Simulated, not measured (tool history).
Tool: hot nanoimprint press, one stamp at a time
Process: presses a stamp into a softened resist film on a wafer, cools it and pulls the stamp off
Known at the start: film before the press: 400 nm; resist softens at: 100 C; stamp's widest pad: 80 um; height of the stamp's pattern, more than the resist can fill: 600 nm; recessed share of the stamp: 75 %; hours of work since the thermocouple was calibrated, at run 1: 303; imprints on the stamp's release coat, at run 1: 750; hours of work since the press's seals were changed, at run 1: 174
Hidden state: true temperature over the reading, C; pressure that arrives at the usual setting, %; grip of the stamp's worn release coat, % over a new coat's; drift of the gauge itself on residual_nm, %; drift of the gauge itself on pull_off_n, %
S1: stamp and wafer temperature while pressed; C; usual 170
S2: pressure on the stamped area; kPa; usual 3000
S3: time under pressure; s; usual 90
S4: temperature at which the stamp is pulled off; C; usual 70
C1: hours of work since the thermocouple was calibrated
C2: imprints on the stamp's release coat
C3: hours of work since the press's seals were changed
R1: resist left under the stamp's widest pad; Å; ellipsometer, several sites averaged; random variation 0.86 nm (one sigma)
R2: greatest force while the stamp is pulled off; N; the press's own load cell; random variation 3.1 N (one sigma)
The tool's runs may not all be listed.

run 1 hour=0 | S1=170 S2=3000 S3=90 S4=70 | C1=303 C2=750 C3=174 | R1=1628 R2=221
run 2 hour=5.1 | S1=170 S2=3000 S3=90 S4=65 | C1=305 C2=757 C3=176 | R1=1632 R2=246
run 3 hour=11.5 | S1=170 S2=3000 S3=90 S4=63 | C1=308 C2=766 C3=179 | R1=1634 R2=247
run 4 hour=17.4 | S1=170 S2=2230 S3=90 S4=70 | C1=311 C2=774 C3=181 | R1=1880 R2=219
run 5 hour=26.6 | S1=170 S2=2230 S3=90 S4=70 | C1=315 C2=787 C3=185 | R1=1854 R2=218
run 6 hour=31.5 | S1=170 S2=2230 S3=90 S4=70 | C1=317 C2=794 C3=187 | R1=1871 R2=223
run 7 hour=36.5 | S1=170 S2=3000 S3=90 S4=70 | C1=319 C2=802 C3=190 | R1=1637 R2=216
run 8 hour=46.4 | S1=170 S2=3000 S3=90 S4=70 | C1=323 C2=816 C3=194 | R1=1632 R2=225
run 9 hour=55.1 | S1=170 S2=3000 S3=90 S4=60 | C1=327 C2=828 C3=198 | R1=1629 R2=259
run 10 hour=61.7 | S1=170 S2=3000 S3=90 S4=69 | C1=330 C2=837 C3=200 | R1=1625 R2=225
run 11 hour=69.2 | S1=170 S2=3000 S3=90 S4=69 | C1=333 C2=848 C3=204 | R1=1631 R2=236
run 12 hour=74.7 | S1=170 S2=3000 S3=90 S4=69 | C1=335 C2=856 C3=206 | R1=1649 R2=227
run 13 hour=83.4 | S1=174 S2=3000 S3=90 S4=69 | C1=339 C2=868 C3=210 | R1=1375 R2=225
run 14 hour=89.4 | S1=170 S2=3000 S3=90 S4=70 | C1=342 C2=877 C3=212 | R1=1641 R2=231
run 15 hour=97.1 | S1=170 S2=3000 S3=90 S4=70 | C1=345 C2=888 C3=216 | R1=1658 R2=227
run 16 hour=108 | S1=170 S2=3000 S3=177 S4=70 | C1=350 C2=903 C3=220 | R1=1263 R2=233
run 17 hour=116.7 | S1=170 S2=3000 S3=177 S4=70 | C1=353 C2=916 C3=224 | R1=1268 R2=237
run 18 hour=124.1 | S1=170 S2=3000 S3=177 S4=70 | C1=356 C2=926 C3=227 | R1=1259 R2=225
run 19 hour=132.2 | S1=170 S2=3000 S3=177 S4=70 | C1=360 C2=938 C3=231 | R1=1261 R2=227
-- hour=146.7 stamp cleaned and given a new release coat
run 20 hour=147.5 | S1=172 S2=2690 S3=50 S4=71 | C1=364 C2=1 C3=235 | R1=2001 R2=178
run 21 hour=153.4 | S1=160 S2=2690 S3=151 S4=71 | C1=366 C2=9 C3=237 | R1=2271 R2=177
run 22 hour=159 | S1=160 S2=2460 S3=49 S4=70 | C1=369 C2=17 C3=239 | R1=3106 R2=182
run 23 hour=163.9 | S1=160 S2=2460 S3=49 S4=70 | C1=371 C2=24 C3=242 | R1=3099 R2=182
run 24 hour=168.7 | S1=160 S2=3230 S3=45 S4=70 | C1=373 C2=31 C3=244 | R1=2959 R2=183
run 25 hour=174.6 | S1=160 S2=3230 S3=45 S4=70 | C1=375 C2=39 C3=246 | R1=2984 R2=181
run 26 hour=179.7 | S1=160 S2=3230 S3=45 S4=70 | C1=378 C2=47 C3=248 | R1=2975 R2=182
run 27 hour=189.1 | S1=160 S2=2340 S3=62 S4=70 | C1=382 C2=60 C3=252 | R1=3038 R2=184
run 28 hour=197.7 | S1=163 S2=3550 S3=46 S4=70 | C1=385 C2=72 C3=256 | R1=2599 R2=187
run 29 hour=207.4 | S1=164 S2=3400 S3=46 S4=70 | C1=389 C2=86 C3=260 | R1=2555 R2=185
run 30 hour=213.3 | S1=164 S2=3400 S3=46 S4=70 | C1=392 C2=94 C3=263 | R1=2542 R2=179
run 31 hour=219.3 | S1=170 S2=3230 S3=60 S4=63 | C1=395 C2=103 C3=265 | R1=1876 R2=205

Forecast each of these 3 alternatives for the next run:
-- hour=223 plate thermocouple calibrated
run A hour=229 | S1=171 S2=2050 S3=61 S4=63 | C1=3 C2=112 C3=268 | R1=? R2=?
-- hour=223 plate thermocouple calibrated
run B hour=229 | S1=170 S2=2990 S3=78 S4=57 | C1=3 C2=112 C3=268 | R1=? R2=?
-- hour=223 plate thermocouple calibrated
run C hour=229 | S1=171 S2=4540 S3=60 S4=56 | C1=3 C2=112 C3=268 | R1=? R2=?

run=A R1=2013 R2=201
run=B R1=1617 R2=224
run=C R1=1392 R2=223
Without the tool's hidden state the same runs would have given:
run=A R1=2014 R2=195
run=B R1=1613 R2=217
run=C R1=1380 R2=216

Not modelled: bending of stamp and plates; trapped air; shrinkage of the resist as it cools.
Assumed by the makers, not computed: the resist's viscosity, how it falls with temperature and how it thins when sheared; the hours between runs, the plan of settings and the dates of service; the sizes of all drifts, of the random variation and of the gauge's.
